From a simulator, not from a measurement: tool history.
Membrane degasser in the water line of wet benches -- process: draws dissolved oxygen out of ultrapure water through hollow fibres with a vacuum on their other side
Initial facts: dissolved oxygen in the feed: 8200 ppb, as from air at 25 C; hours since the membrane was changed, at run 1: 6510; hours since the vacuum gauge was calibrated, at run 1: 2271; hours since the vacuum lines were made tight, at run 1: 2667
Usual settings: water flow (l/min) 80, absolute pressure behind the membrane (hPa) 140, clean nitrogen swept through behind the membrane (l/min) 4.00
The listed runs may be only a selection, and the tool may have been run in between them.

| run | hour | water flow (l/min) | absolute pressure behind the membrane (hPa) | clean nitrogen swept through behind the membrane (l/min) | hours since the membrane was changed | hours since the vacuum gauge was calibrated | hours since the vacuum lines were made tight | dissolved oxygen in the water behind the degasser (ppb) | pressure that the water loses in the fibres (hPa) |
|---|---|---|---|---|---|---|---|---|---|
| 1 | 0.0 | 80 | 140 | 4.00 | 6510 | 2271 | 2667 | 477.4 | 531.8 |
| 2 | 141.1 | 80 | 140 | 4.00 | 6651 | 2412 | 2808 | 480.6 | 529.6 |
| 3 | 275.4 | 80 | 140 | 4.00 | 6786 | 2546 | 2943 | 478.1 | 534.3 |
| 4 | 465.0 | 98 | 140 | 4.00 | 6975 | 2736 | 3132 | 579.6 | 647.0 |
| 5 | 565.6 | 98 | 140 | 4.00 | 7076 | 2836 | 3233 | 581.6 | 656.5 |
| 6 | 676.9 | 98 | 140 | 4.00 | 7187 | 2948 | 3344 | 583.6 | 655.4 |
| 7 | 884.8 | 80 | 121 | 4.00 | 7395 | 3156 | 3552 | 406.5 | 536.8 |
|  | 901.7 | vacuum gauge calibrated |
| 8 | 1087.2 | 80 | 133 | 3.80 | 7597 | 186 | 3754 | 472.7 | 535.7 |
| 9 | 1237.1 | 59 | 229 | 8.23 | 7747 | 335 | 3904 | 335.2 | 393.3 |
| 10 | 1467.3 | 80 | 89 | 4.66 | 7977 | 566 | 4134 | 245.2 | 539.2 |
|  | 1484.5 | vacuum gauge calibrated, once more |
| 11 | 1575.1 | 64 | 89 | 2.05 | 8084 | 91 | 4241 | 366.0 | 431.4 |
| 12 | 1802.2 | 50 | 140 | 4.00 | 8312 | 318 | 4469 | 307.0 | 336.9 |
|  | 1908.0 | seals of the vacuum lines changed |
| 13 | 1946.4 | 49 | 140 | 4.69 | 8454 | 460 | 38 | 261.1 | 331.0 |

Each row is a separate what-if for the run after 13, all from the same tool condition, not one after another. Results?
| A | 2154.4 | 81 | 107 | 1.69 | 8662 | 668 | 246 | ? | ? |
| B | 2154.4 | 60 | 199 | 10.74 | 8662 | 668 | 246 | ? | ? |
| C | 2154.4 | 61 | 140 | 3.65 | 8662 | 668 | 246 | ? | ? |

| run | dissolved oxygen in the water behind the degasser (ppb) | pressure that the water loses in the fibres (hPa) |
|---|---|---|
| A | 668.4 | 545.1 |
| B | 226.8 | 405.2 |
| C | 400.6 | 411.7 |
Take away the tool's hidden state, keep each run's random variation, and the runs would have read:
| run | dissolved oxygen in the water behind the degasser (ppb) | pressure that the water loses in the fibres (hPa) |
|---|---|---|
| A | 659.3 | 516.5 |
| B | 224.6 | 384.0 |
| C | 397.1 | 390.1 |
